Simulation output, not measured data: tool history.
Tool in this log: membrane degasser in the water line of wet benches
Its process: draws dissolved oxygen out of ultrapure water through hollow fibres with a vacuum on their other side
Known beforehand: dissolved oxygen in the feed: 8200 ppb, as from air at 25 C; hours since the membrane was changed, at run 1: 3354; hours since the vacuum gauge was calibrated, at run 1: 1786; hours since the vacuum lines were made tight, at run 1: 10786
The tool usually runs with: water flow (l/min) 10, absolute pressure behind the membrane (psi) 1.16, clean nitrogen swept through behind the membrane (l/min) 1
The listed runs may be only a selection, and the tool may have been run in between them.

| run | hour | water flow (l/min) | absolute pressure behind the membrane (psi) | clean nitrogen swept through behind the membrane (l/min) | hours since the membrane was changed | hours since the vacuum gauge was calibrated | hours since the vacuum lines were made tight | dissolved oxygen in the water behind the degasser (ppb) | pressure that the water loses in the fibres (psi) |
|---|---|---|---|---|---|---|---|---|---|
| 1 | 0 | 10 | 1.16 | 1 | 3354 | 1786 | 10786 | 116.9 | 5.723 |
| 2 | 97.4 | 10 | 1.16 | 0.5 | 3452 | 1884 | 10883 | 214.5 | 5.685 |
| 3 | 232.4 | 10 | 2.194 | 0.5 | 3587 | 2019 | 11018 | 507.9 | 5.697 |
| 4 | 368.8 | 10 | 1.16 | 1 | 3723 | 2155 | 11154 | 117 | 5.706 |
| 5 | 542.5 | 10 | 1.16 | 1 | 3897 | 2329 | 11328 | 117.3 | 5.681 |
| 6 | 624 | 10 | 1.16 | 1 | 3979 | 2410 | 11410 | 116.8 | 5.674 |
| 7 | 774.6 | 10 | 1.16 | 1.99 | 4129 | 2561 | 11560 | 63.2 | 5.677 |
| 8 | 892.1 | 10 | 1.16 | 1.99 | 4247 | 2678 | 11678 | 63.5 | 5.659 |
| 9 | 1046.1 | 10 | 1.16 | 1 | 4401 | 2832 | 11832 | 117 | 5.629 |
| 10 | 1208.2 | 10 | 1.16 | 1 | 4563 | 2994 | 11994 | 117.5 | 5.649 |
| 11 | 1364.7 | 7 | 1.16 | 1 | 4719 | 3151 | 12150 | 81.7 | 3.926 |
| 12 | 1510.6 | 9 | 1.16 | 1 | 4865 | 3297 | 12296 | 105.2 | 5.066 |
|  | 1587.4 | vacuum gauge calibrated |
| 13 | 1658.6 | 11 | 1.16 | 1 | 5013 | 71 | 12444 | 129.6 | 6.19 |
| 14 | 1793.1 | 11 | 1.16 | 1 | 5147 | 206 | 12578 | 129.1 | 6.187 |
| 15 | 1945.6 | 11 | 1.16 | 1 | 5300 | 358 | 12731 | 129.4 | 6.17 |
| 16 | 2019.8 | 10 | 2.37 | 0.75 | 5374 | 432 | 12805 | 394.3 | 5.617 |
| 17 | 2198.6 | 10 | 2.37 | 0.58 | 5553 | 611 | 12984 | 492.9 | 5.598 |
| 18 | 2350.7 | 9 | 1.065 | 0.46 | 5705 | 763 | 13136 | 181.3 | 5.04 |
| 19 | 2455.8 | 9 | 1.065 | 0.46 | 5810 | 868 | 13241 | 181.3 | 5.028 |
| 20 | 2611.3 | 9 | 1.065 | 0.46 | 5965 | 1024 | 13396 | 181.8 | 5.005 |
| 21 | 2778.3 | 14 | 1.558 | 1 | 6132 | 1191 | 13563 | 252.6 | 7.825 |
| 22 | 2904.8 | 12 | 1.897 | 1.44 | 6259 | 1317 | 13690 | 200.8 | 6.686 |
| 23 | 2986.6 | 8 | 1.16 | 2.07 | 6341 | 1399 | 13772 | 47.3 | 4.453 |
| 24 | 3118.3 | 8 | 0.837 | 2.76 | 6472 | 1531 | 13903 | 20.4 | 4.458 |
| 25 | 3267.7 | 8 | 0.837 | 2.76 | 6622 | 1680 | 14053 | 20.5 | 4.456 |
| 26 | 3362 | 8 | 0.837 | 2.76 | 6716 | 1775 | 14147 | 20.4 | 4.421 |
| 27 | 3526 | 15 | 0.741 | 0.64 | 6880 | 1939 | 14311 | 115.9 | 8.306 |
| 28 | 3631.4 | 10 | 1.13 | 0.4 | 6985 | 2044 | 14417 | 247.9 | 5.54 |
|  | 3652.4 | gauge calibrated |
| 29 | 3740 | 10 | 1.13 | 0.4 | 7094 | 2153 | 14525 | 246.8 | 5.687 |
| 30 | 3868.5 | 7 | 1.387 | 2.63 | 7223 | 2281 | 14654 | 43.2 | 3.996 |

Branching from run 30: 3 alternative next runs. What would each branch give?
| A | 3963.7 | 8 | 1.387 | 0.87 | 7318 | 2376 | 14749 | ? | ? |
| B | 3963.7 | 6 | 1.387 | 1.35 | 7318 | 2376 | 14749 | ? | ? |
| C | 3963.7 | 10 | 1.16 | 0.68 | 7318 | 2376 | 14749 | ? | ? |

| run | dissolved oxygen in the water behind the degasser (ppb) | pressure that the water loses in the fibres (psi) |
|---|---|---|
| A | 139.7 | 4.527 |
| B | 69.7 | 3.401 |
| C | 164.7 | 5.688 |
Without the tool's unlogged condition, the same runs would have read:
| run | dissolved oxygen in the water behind the degasser (ppb) | pressure that the water loses in the fibres (psi) |
|---|---|---|
| A | 139.5 | 4.537 |
| B | 69.6 | 3.41 |
| C | 164.6 | 5.7 |

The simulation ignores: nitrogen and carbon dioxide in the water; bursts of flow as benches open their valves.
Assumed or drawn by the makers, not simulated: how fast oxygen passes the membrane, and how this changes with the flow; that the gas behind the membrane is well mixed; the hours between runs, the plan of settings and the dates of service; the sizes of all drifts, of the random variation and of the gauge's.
